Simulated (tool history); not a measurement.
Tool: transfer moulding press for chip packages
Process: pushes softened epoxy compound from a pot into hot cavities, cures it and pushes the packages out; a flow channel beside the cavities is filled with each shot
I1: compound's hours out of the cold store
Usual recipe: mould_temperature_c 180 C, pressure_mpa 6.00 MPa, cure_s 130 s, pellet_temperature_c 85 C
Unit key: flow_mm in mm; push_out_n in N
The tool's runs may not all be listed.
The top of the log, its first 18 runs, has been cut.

run 19 day=11.554 | mould_temperature_c=175 pressure_mpa=7.26 cure_s=130 pellet_temperature_c=85 | I1=44.4 | flow_mm=730 push_out_n=997
run 20 day=12.212 | mould_temperature_c=186 pressure_mpa=5.66 cure_s=136 pellet_temperature_c=91 | I1=16.5 | flow_mm=681 push_out_n=631
run 21 day=12.683 | mould_temperature_c=185 pressure_mpa=5.47 cure_s=162 pellet_temperature_c=79 | I1=27.5 | flow_mm=659 push_out_n=631
run 22 day=13.162 | mould_temperature_c=180 pressure_mpa=6.00 cure_s=134 pellet_temperature_c=85 | I1=42.4 | flow_mm=652 push_out_n=782
-- day=13.312 cavities cleaned with cleaning compound and waxed
run 23 day=14.021 | mould_temperature_c=180 pressure_mpa=6.00 cure_s=134 pellet_temperature_c=85 | I1=43.0 | flow_mm=650 push_out_n=458
run 24 day=14.725 | mould_temperature_c=188 pressure_mpa=5.57 cure_s=130 pellet_temperature_c=85 | I1=38.0 | flow_mm=615 push_out_n=444
run 25 day=15.117 | mould_temperature_c=184 pressure_mpa=6.22 cure_s=130 pellet_temperature_c=91 | I1=23.4 | flow_mm=700 push_out_n=503
run 26 day=15.804 | mould_temperature_c=184 pressure_mpa=6.22 cure_s=130 pellet_temperature_c=91 | I1=43.6 | flow_mm=656 push_out_n=533
run 27 day=16.688 | mould_temperature_c=180 pressure_mpa=6.00 cure_s=119 pellet_temperature_c=86 | I1=19.7 | flow_mm=707 push_out_n=847
run 28 day=17.154 | mould_temperature_c=180 pressure_mpa=6.00 cure_s=130 pellet_temperature_c=76 | I1=44.0 | flow_mm=642 push_out_n=748
run 29 day=17.788 | mould_temperature_c=172 pressure_mpa=6.76 cure_s=130 pellet_temperature_c=78 | I1=13.5 | flow_mm=801 push_out_n=1413
run 30 day=18.375 | mould_temperature_c=172 pressure_mpa=6.76 cure_s=130 pellet_temperature_c=78 | I1=47.4 | flow_mm=704 push_out_n=1276

Below are 3 alternative next runs, each starting from the tool's condition after run 30. Predict each:
run A day=18.767 | mould_temperature_c=172 pressure_mpa=5.37 cure_s=130 pellet_temperature_c=87 | I1=20.8 | flow_mm=? push_out_n=?
run B day=18.767 | mould_temperature_c=177 pressure_mpa=6.45 cure_s=130 pellet_temperature_c=89 | I1=40.8 | flow_mm=? push_out_n=?
run C day=18.767 | mould_temperature_c=172 pressure_mpa=6.76 cure_s=130 pellet_temperature_c=90 | I1=17.0 | flow_mm=? push_out_n=?

run=A flow_mm=699 push_out_n=1435
run=B flow_mm=675 push_out_n=928
run=C flow_mm=792 push_out_n=1426
What these runs would have given with no unlogged condition in the tool:
run=A flow_mm=715 push_out_n=715
run=B flow_mm=691 push_out_n=464
run=C flow_mm=811 push_out_n=709

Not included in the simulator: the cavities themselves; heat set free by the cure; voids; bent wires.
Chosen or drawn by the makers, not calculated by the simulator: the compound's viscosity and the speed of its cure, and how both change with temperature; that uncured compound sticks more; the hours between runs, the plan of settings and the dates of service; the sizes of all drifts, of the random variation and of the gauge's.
